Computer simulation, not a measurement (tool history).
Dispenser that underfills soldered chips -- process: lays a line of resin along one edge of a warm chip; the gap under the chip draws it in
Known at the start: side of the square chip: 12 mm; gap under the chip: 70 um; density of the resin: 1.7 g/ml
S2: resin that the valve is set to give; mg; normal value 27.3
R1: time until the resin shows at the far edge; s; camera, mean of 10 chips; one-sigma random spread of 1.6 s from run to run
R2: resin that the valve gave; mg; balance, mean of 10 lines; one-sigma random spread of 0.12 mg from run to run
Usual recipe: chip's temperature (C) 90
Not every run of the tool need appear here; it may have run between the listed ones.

Run 1, hour 0: usual settings. Result: R1 223.8 s, R2 27.36 mg.
Run 2, hour 2.6: usual settings. Result: R1 246.4 s, R2 27.23 mg.
Run 3, hour 7.2: usual settings. Result: R1 289.5 s, R2 27.28 mg.
At hour 8.7: new syringe of resin.
Run 4, hour 12.1: usual settings. Result: R1 180.2 s, R2 27.09 mg.
Run 5, hour 15.6: usual settings. Result: R1 200.3 s, R2 27.09 mg.
Run 6, hour 20: usual settings. Result: R1 246.4 s, R2 27.42 mg.
Run 7, hour 24.4: usual settings but chip's temperature (C) 94. Result: R1 255 s, R2 27.23 mg.
At hour 26.1: new syringe of resin.
Run 8, hour 28.8: usual settings but chip's temperature (C) 94. Result: R1 154.4 s, R2 27.19 mg.
Run 9, hour 31.9: usual settings but chip's temperature (C) 94, S2 31.3 mg. Result: R1 171.3 s, R2 31.1 mg.
Run 10, hour 36.5: usual settings. Result: R1 236.3 s, R2 27.32 mg.
Run 11, hour 38.7: usual settings. Result: R1 260 s, R2 27.2 mg.
Run 12, hour 42.4: usual settings. Result: R1 297.6 s, R2 26.96 mg.
At hour 43.5: new syringe of resin.
Run 13, hour 47.1: usual settings. Result: R1 176.8 s, R2 27.16 mg.
Run 14, hour 49.4: usual settings. Result: R1 194.5 s, R2 27.16 mg.
Run 15, hour 53.1: usual settings but S2 23.4 mg. Result: R1 231.8 s, R2 23.21 mg.
Run 16, hour 57.5: usual settings but S2 23.4 mg. Result: R1 277.2 s, R2 23.37 mg.
Run 17, hour 59.8: usual settings but S2 23.4 mg. Result: R1 302.5 s, R2 23.02 mg.
At hour 61.1: new syringe of resin.
Run 18, hour 64.4: usual settings. Result: R1 176.9 s, R2 26.93 mg.
Run 19, hour 67.3: usual settings. Result: R1 198.5 s, R2 27.22 mg.
Run 20, hour 70.5: usual settings but chip's temperature (C) 102, S2 31 mg. Result: R1 155.3 s, R2 30.52 mg.
Run 21, hour 74.6: usual settings but chip's temperature (C) 102, S2 31 mg. Result: R1 181.9 s, R2 30.66 mg.
Run 22, hour 76.7: usual settings but chip's temperature (C) 102, S2 31 mg. Result: R1 195.4 s, R2 30.5 mg.
At hour 78.7: new syringe of resin.
Run 23, hour 79.4: usual settings but chip's temperature (C) 103, S2 34.1 mg. Result: R1 106.7 s, R2 33.56 mg.
Run 24, hour 81.9: usual settings but chip's temperature (C) 103, S2 34.1 mg. Result: R1 119.2 s, R2 33.6 mg.
Run 25, hour 83.9: usual settings but chip's temperature (C) 92, S2 26.3 mg. Result: R1 178.6 s, R2 25.64 mg.
Run 26, hour 87.3: usual settings but chip's temperature (C) 88, S2 32 mg. Result: R1 227.3 s, R2 31.39 mg.
Run 27, hour 89.8: usual settings but chip's temperature (C) 88, S2 32 mg. Result: R1 250.3 s, R2 31.57 mg.
Run 28, hour 93.1: usual settings but chip's temperature (C) 81, S2 31.1 mg. Result: R1 357.3 s, R2 30.77 mg.
Run 29, hour 95.3: usual settings but chip's temperature (C) 77, S2 31.1 mg. Result: R1 444.3 s, R2 30.47 mg.
At hour 96.1: new syringe of resin.
Run 30, hour 99.5: usual settings but chip's temperature (C) 83, S2 30.2 mg. Result: R1 223 s, R2 29.72 mg.
Run 31, hour 103.9: usual settings but chip's temperature (C) 77, S2 35.1 mg. Result: R1 316.2 s, R2 34.44 mg.
Run 32, hour 107.4: usual settings but chip's temperature (C) 77, S2 35.1 mg. Result: R1 348.3 s, R2 34.56 mg.
Run 33, hour 110.3: usual settings but chip's temperature (C) 76, S2 35 mg. Result: R1 413.8 s, R2 34.11 mg.
At hour 113.5: new syringe of resin.
Run 34, hour 114.7: usual settings but chip's temperature (C) 76, S2 35 mg. Result: R1 244.8 s, R2 34.2 mg.
Run 35, hour 119.3: usual settings but chip's temperature (C) 76, S2 35 mg. Result: R1 291.7 s, R2 34.37 mg.
Run 36, hour 121.3: usual settings but chip's temperature (C) 79, S2 35 mg. Result: R1 283.5 s, R2 34.11 mg.
Run 37, hour 124.3: usual settings but chip's temperature (C) 79, S2 35 mg. Result: R1 318 s, R2 34.2 mg.

Hidden state or all else? Some run-to-run changes of R1, split into what the settings, what came in and random variation would give without the hidden state, and what is left for the hidden state (with any gauge scatter that isn't in both results):
Unlogged tool condition in this case: resin's viscosity, % of fresh resin's; dose that the valve gives, % of what is set; true chip temperature over the reading, C; drift of the gauge itself on fill_s, %; drift of the gauge itself on given_mg, %.
Run 17 -> 18: S2 23.4 -> 27.3, new syringe of resin. R1 -125.6 s: hidden state -120.1, all else -5.5.
Run 29 -> 30: chip's temperature (C) 77 -> 83, S2 31.1 -> 30.2, new syringe of resin. R1 -221.3 s: hidden state -183.6, all else -37.7.
Run 33 -> 34: new syringe of resin. R1 -169 s: hidden state -173.6, all else +4.6.

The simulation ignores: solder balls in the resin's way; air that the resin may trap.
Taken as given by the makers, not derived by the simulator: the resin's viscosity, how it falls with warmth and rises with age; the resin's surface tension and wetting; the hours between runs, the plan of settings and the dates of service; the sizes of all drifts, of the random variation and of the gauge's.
